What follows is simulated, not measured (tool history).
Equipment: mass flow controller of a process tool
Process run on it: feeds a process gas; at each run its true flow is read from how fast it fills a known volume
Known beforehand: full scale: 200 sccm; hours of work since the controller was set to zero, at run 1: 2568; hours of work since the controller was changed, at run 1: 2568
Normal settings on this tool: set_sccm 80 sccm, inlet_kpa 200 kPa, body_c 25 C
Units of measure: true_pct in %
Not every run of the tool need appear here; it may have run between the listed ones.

run	day	set_sccm	inlet_kpa	body_c	hours of work since the controller was set to zero	hours of work since the controller was changed	true_pct
1	0.000	80	200	25	2568	2568	99.21
2	6.429	80	200	25	2676	2676	99.05
3	10.804	80	200	25	2750	2750	99.06
4	17.904	80	200	25	2870	2870	99.01
5	23.058	80	141	25	2957	2957	98.50
6	27.012	49	200	25	3024	3024	99.66
7	34.004	197	169	25	3142	3142	98.36
8	41.683	197	229	25	3272	3272	98.70
9	50.125	62	219	25	3414	3414	99.20
10	56.592	62	219	25	3523	3523	99.22
11	64.942	161	200	25	3664	3664	98.47

How would selected steps in true_pct from run to run divide? Give the signed amount a tool lacking its hidden state would still show from settings, what came in and random variation, and the signed amount left for the hidden state, including any gauge scatter that is not in both of the compared results.
Hidden conditions of the tool in this case: flow at rest that the sensor doesn't see, % of full scale; true flow over the shown one, %; drift of the gauge itself on true_pct, %.
Run 6 -> 7: set_sccm 49 -> 197, inlet_kpa 200 -> 169. true_pct -1.30 %: hidden state -1.35, all else +0.05.
